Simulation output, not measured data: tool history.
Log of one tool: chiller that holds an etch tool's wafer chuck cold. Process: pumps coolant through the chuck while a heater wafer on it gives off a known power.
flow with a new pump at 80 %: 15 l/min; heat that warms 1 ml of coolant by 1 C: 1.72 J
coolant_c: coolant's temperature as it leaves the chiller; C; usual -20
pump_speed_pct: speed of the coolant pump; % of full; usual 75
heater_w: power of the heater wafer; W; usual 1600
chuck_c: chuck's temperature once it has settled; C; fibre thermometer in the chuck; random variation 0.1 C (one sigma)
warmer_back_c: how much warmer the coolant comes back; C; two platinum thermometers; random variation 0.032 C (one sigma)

Run 1, hour 0: usual settings. Result: chuck_c -4.1 C, warmer_back_c 3.91 C.
Run 2, hour 66.4: usual settings but coolant_c -14 C. Result: chuck_c 1.9 C, warmer_back_c 3.91 C.
Run 3, hour 116.7: usual settings but coolant_c -14 C. Result: chuck_c 1.9 C, warmer_back_c 3.89 C.
Run 4, hour 177.7: usual settings but heater_w 2281 W. Result: chuck_c 2.7 C, warmer_back_c 5.54 C.
Run 5, hour 270.3: usual settings but heater_w 1418 W. Result: chuck_c -5.9 C, warmer_back_c 3.42 C.
Run 6, hour 355.8: usual settings but pump_speed_pct 94 % of full, heater_w 1418 W. Result: chuck_c -7.3 C, warmer_back_c 2.76 C.
Run 7, hour 427.7: usual settings but pump_speed_pct 94 % of full, heater_w 1418 W. Result: chuck_c -7.4 C, warmer_back_c 2.7 C.
At hour 472.7: chiller's thermometer calibrated.
Run 8, hour 477.4: usual settings but pump_speed_pct 94 % of full, heater_w 1418 W. Result: chuck_c -7.4 C, warmer_back_c 2.7 C.
Run 9, hour 551.4: usual settings but pump_speed_pct 94 % of full, heater_w 1418 W. Result: chuck_c -7.4 C, warmer_back_c 2.58 C.
Run 10, hour 605.4: usual settings. Result: chuck_c -4.1 C, warmer_back_c 3.73 C.
Run 11, hour 678.9: usual settings. Result: chuck_c -3.9 C, warmer_back_c 3.72 C.
Run 12, hour 758.4: usual settings. Result: chuck_c -4 C, warmer_back_c 3.75 C.
Run 13, hour 804.3: usual settings. Result: chuck_c -4.2 C, warmer_back_c 3.72 C.
Run 14, hour 887.8: usual settings. Result: chuck_c -4.2 C, warmer_back_c 3.66 C.
At hour 972.8: gauge calibrated.
Run 15, hour 972.8: usual settings. Result: chuck_c -4.1 C, warmer_back_c 3.96 C.
Run 16, hour 1030: usual settings. Result: chuck_c -4 C, warmer_back_c 3.94 C.
Run 17, hour 1109.5: usual settings but heater_w 1756 W. Result: chuck_c -2.4 C, warmer_back_c 4.3 C.
Run 18, hour 1147.2: usual settings but pump_speed_pct 84 % of full. Result: chuck_c -5 C, warmer_back_c 3.51 C.
Run 19, hour 1200.2: usual settings but pump_speed_pct 84 % of full. Result: chuck_c -5.1 C, warmer_back_c 3.45 C.
Run 20, hour 1258.4: usual settings but pump_speed_pct 85 % of full, heater_w 915 W. Result: chuck_c -11.5 C, warmer_back_c 1.9 C.
Run 21, hour 1344.1: usual settings but pump_speed_pct 85 % of full, heater_w 915 W. Result: chuck_c -11.5 C, warmer_back_c 1.89 C.
Run 22, hour 1419.4: usual settings but coolant_c -26 C, pump_speed_pct 85 % of full, heater_w 1730 W. Result: chuck_c -9.9 C, warmer_back_c 3.68 C.
Run 23, hour 1466.1: usual settings but coolant_c -26 C, pump_speed_pct 90 % of full, heater_w 969 W. Result: chuck_c -17.2 C, warmer_back_c 1.85 C.
Run 24, hour 1558.9: usual settings but coolant_c -26 C, pump_speed_pct 68 % of full, heater_w 969 W. Result: chuck_c -15.9 C, warmer_back_c 2.42 C.
Run 25, hour 1619.9: usual settings but coolant_c -30 C, pump_speed_pct 82 % of full, heater_w 969 W. Result: chuck_c -20.8 C, warmer_back_c 1.98 C.
Run 26, hour 1672.9: usual settings but coolant_c -22 C, pump_speed_pct 88 % of full, heater_w 1345 W. Result: chuck_c -9.7 C, warmer_back_c 2.59 C.
Run 27, hour 1761.8: usual settings but coolant_c -22 C, pump_speed_pct 64 % of full, heater_w 1175 W. Result: chuck_c -9.1 C, warmer_back_c 3.18 C.
Run 28, hour 1806: usual settings but coolant_c -22 C, pump_speed_pct 64 % of full, heater_w 1175 W. Result: chuck_c -9.2 C, warmer_back_c 3.14 C.
Run 29, hour 1876.4: usual settings but coolant_c -22 C, pump_speed_pct 64 % of full, heater_w 1175 W. Result: chuck_c -9.2 C, warmer_back_c 3.07 C.
Run 30, hour 1916.9: usual settings but coolant_c -22 C, pump_speed_pct 64 % of full, heater_w 1175 W. Result: chuck_c -9.4 C, warmer_back_c 3.11 C.
Run 31, hour 1979: usual settings but pump_speed_pct 88 % of full. Result: chuck_c -5.4 C, warmer_back_c 3.1 C.
Run 32, hour 2046.9: usual settings but pump_speed_pct 88 % of full. Result: chuck_c -5.5 C, warmer_back_c 3.08 C.

4 ways to go on from here, each from the tool as it stands after run 32. What would each give?
Run A, hour 2105.7: usual settings but pump_speed_pct 88 % of full, heater_w 836 W. Result: chuck_c ?, warmer_back_c ?.
Run B, hour 2105.7: usual settings but coolant_c -16 C, heater_w 2139 W. Result: chuck_c ?, warmer_back_c ?.
Run C, hour 2105.7: usual settings but coolant_c -21 C. Result: chuck_c ?, warmer_back_c ?.
Run D, hour 2105.7: usual settings but pump_speed_pct 88 % of full, heater_w 2005 W. Result: chuck_c ?, warmer_back_c ?.

run  chuck_c  warmer_back_c
  A    -12.2           1.44
  B      5.2           4.92
  C       -5            3.6
  D     -1.6           3.88
Without the tool's hidden state the same runs would have given:
run  chuck_c  warmer_back_c
  A    -12.2           1.78
  B      5.1           5.26
  C       -5           3.94
  D     -1.7           4.21
